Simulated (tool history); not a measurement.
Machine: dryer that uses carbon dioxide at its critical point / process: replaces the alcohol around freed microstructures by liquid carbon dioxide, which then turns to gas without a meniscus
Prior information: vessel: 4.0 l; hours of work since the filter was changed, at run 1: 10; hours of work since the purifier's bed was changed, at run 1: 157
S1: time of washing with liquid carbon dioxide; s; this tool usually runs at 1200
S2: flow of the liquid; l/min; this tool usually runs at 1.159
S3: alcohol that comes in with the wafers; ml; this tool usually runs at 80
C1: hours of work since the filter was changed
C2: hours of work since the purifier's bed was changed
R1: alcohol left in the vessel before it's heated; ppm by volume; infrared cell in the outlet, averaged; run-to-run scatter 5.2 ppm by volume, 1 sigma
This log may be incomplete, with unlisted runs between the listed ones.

run	day	S1	S2	S3	C1	C2	R1
1	0.000	1200	1.159	80	10	157	146
2	0.438	1200	1.159	80	16	163	128
3	0.896	1320	1.159	80	23	170	108
4	1.721	1200	0.700	80	34	181	747
5	2.479	1200	0.700	80	45	192	795
6	3.083	1200	0.700	80	54	201	802
7	3.442	1200	0.700	80	59	206	792
8	4.283	1200	0.700	80	71	218	823
9	4.846	1200	1.159	97	79	226	190
10	5.638	720	0.990	80	90	237	1391
11	6.225	720	0.990	80	98	245	1364
12	6.858	1200	1.159	101	107	254	207
13	7.212	1020	1.110	80	112	259	366

Difference, measured minus no-hidden-state, one row per run. Run-to-run variation is common to both terms; the gauge's own scatter need not be:
What the log doesn't record here: flow that reaches the vessel past the clogged filter, %; alcohol in the recycled carbon dioxide, ppm; drift of the gauge itself on alcohol_ppm, %.
run	R1
1	+51
2	+52
3	+54
4	+87
5	+105
6	+114
7	+118
8	+137
9	+86
10	+201
11	+212
12	+106
13	+131
